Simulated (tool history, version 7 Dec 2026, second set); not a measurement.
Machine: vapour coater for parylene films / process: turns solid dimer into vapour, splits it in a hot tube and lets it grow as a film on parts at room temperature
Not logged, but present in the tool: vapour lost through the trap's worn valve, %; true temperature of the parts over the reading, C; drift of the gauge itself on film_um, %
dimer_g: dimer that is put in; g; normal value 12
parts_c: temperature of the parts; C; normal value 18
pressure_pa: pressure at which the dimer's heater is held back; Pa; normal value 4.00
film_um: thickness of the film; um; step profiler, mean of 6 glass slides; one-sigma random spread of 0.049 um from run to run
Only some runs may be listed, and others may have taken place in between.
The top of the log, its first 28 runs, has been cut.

run,hour,dimer_g,parts_c,pressure_pa,hours of work since the trap's valve was overhauled,hours of work since the table's thermometer was calibrated,film_um
29,1101.6,14,20,7.91,480,738,10.22
# hour 1133.6: trap's valve overhauled
30,1155.8,14,20,7.91,12,764,10.89
31,1191.0,14,20,3.08,30,783,12.49
32,1230.0,14,20,3.08,51,804,12.37
# hour 1235.5: table's thermometer calibrated
33,1257.9,15,19,11.21,65,12,11.30
34,1307.6,15,23,6.38,91,38,11.41
# hour 1324.1: table's thermometer calibrated, once more
35,1340.0,14,14,5.57,108,8,12.42
36,1377.4,12,16,7.22,128,28,9.97
37,1408.6,5,18,4.00,144,45,4.33
38,1462.1,15,14,4.00,172,73,13.73
39,1496.7,15,14,4.00,191,91,13.86
40,1532.9,15,14,8.15,210,110,12.52
41,1567.8,15,14,8.15,228,129,12.37
42,1615.7,15,14,8.15,254,154,12.31
43,1649.5,6,18,2.93,272,172,5.30
44,1696.5,6,18,2.93,296,197,5.29
45,1722.1,6,18,2.93,310,210,5.29
46,1773.0,6,18,2.93,337,237,5.26

Each row is a separate what-if for the run after 46, all from the same tool condition, not one after another. Results?
A,1816.0,6,29,3.12,359,260,?
B,1816.0,6,18,10.97,359,260,?
C,1816.0,7,30,7.10,359,260,?
D,1816.0,12,15,4.00,359,260,?
E,1816.0,6,18,2.58,359,260,?

run,film_um
A,4.36
B,4.39
C,4.47
D,10.56
E,5.30
Take away the tool's hidden state, keep each run's random variation, and the runs would have read:
run,film_um
A,4.62
B,4.65
C,4.74
D,11.20
E,5.62
